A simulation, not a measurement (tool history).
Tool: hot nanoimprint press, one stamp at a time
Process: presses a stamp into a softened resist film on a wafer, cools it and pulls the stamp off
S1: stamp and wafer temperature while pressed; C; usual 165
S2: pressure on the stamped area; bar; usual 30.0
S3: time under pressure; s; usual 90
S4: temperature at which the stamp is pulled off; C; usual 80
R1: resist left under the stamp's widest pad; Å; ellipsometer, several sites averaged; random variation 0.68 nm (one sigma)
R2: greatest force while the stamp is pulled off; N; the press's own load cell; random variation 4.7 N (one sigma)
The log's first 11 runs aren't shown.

run,hour,S1,S2,S3,S4,R1,R2
12,346.7,165,30.0,90,80,671,267
# hour 352.3: plate thermocouple calibrated
13,373.8,166,30.0,90,80,717,289
14,404.3,166,30.0,90,80,723,302
15,443.3,166,30.0,90,80,722,309
16,479.4,165,30.0,115,84,685,291
17,512.4,165,31.5,90,67,724,474
18,551.4,171,30.0,90,73,531,430
19,589.7,171,42.0,90,73,425,444
20,616.1,155,29.5,114,79,1256,402
21,657.2,161,22.6,142,80,879,398
22,682.8,153,30.0,90,80,1439,418

Run 23 comes next. What will it give?
# hour 719.0: stamp cleaned and given a new release coat
23,726.4,160,18.2,81,74,?,?

Run 23 gave R1 1232 Å, R2 261 N.
Without the tool's hidden state the same run would have given R1 1299 Å, R2 267 N.
